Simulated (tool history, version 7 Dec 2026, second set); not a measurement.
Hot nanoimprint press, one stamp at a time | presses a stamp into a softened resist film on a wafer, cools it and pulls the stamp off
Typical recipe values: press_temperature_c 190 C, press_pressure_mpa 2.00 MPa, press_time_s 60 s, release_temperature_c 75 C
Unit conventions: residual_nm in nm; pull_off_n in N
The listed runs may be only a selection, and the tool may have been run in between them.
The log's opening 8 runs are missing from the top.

run,hour,press_temperature_c,press_pressure_mpa,press_time_s,release_temperature_c,residual_nm,pull_off_n
9,133.9,190,2.00,42,75,86.5,250
10,145.9,190,2.00,42,75,86.1,253
11,155.7,190,2.00,42,75,86.4,252
12,164.8,190,2.00,60,75,75.6,259
13,179.7,190,2.00,60,75,75.4,261
14,198.0,190,2.00,60,75,74.5,264
15,217.2,190,2.00,60,75,75.2,277
# hour 238.8: stamp cleaned and given a new release coat
16,241.2,190,2.00,60,75,76.1,209
17,256.4,190,2.00,60,75,76.2,222
18,265.3,190,2.00,60,75,75.8,225
19,276.9,190,2.00,60,75,74.3,238
20,297.6,182,2.00,60,75,95.1,239
21,312.5,200,1.44,60,62,69.3,299
22,332.5,200,1.44,60,62,69.4,322
23,341.7,200,1.44,60,62,70.0,314
24,354.5,200,1.44,60,62,68.9,336
25,372.7,200,1.93,60,83,58.9,206
26,393.9,200,1.93,60,83,59.8,221
27,413.7,193,1.57,49,64,85.8,342
28,428.1,190,1.36,60,63,92.6,358
# hour 453.3: stamp cleaned and given a new release coat
29,454.2,190,1.36,60,63,91.6,277
30,473.1,181,1.36,60,63,116.2,287

Each row is a separate what-if for the run after 30, all from the same tool condition, not one after another. Results?
A,484.9,185,1.44,60,75,?,?
B,484.9,188,2.00,60,78,?,?
C,484.9,186,3.17,60,64,?,?
D,484.9,185,3.20,60,81,?,?

run,residual_nm,pull_off_n
A,102.0,224
B,81.0,197
C,68.0,282
D,70.1,195
Stripped of hidden state, with their random variation kept, the same runs would have yielded:
run,residual_nm,pull_off_n
A,99.9,212
B,78.9,186
C,65.5,268
D,67.6,184
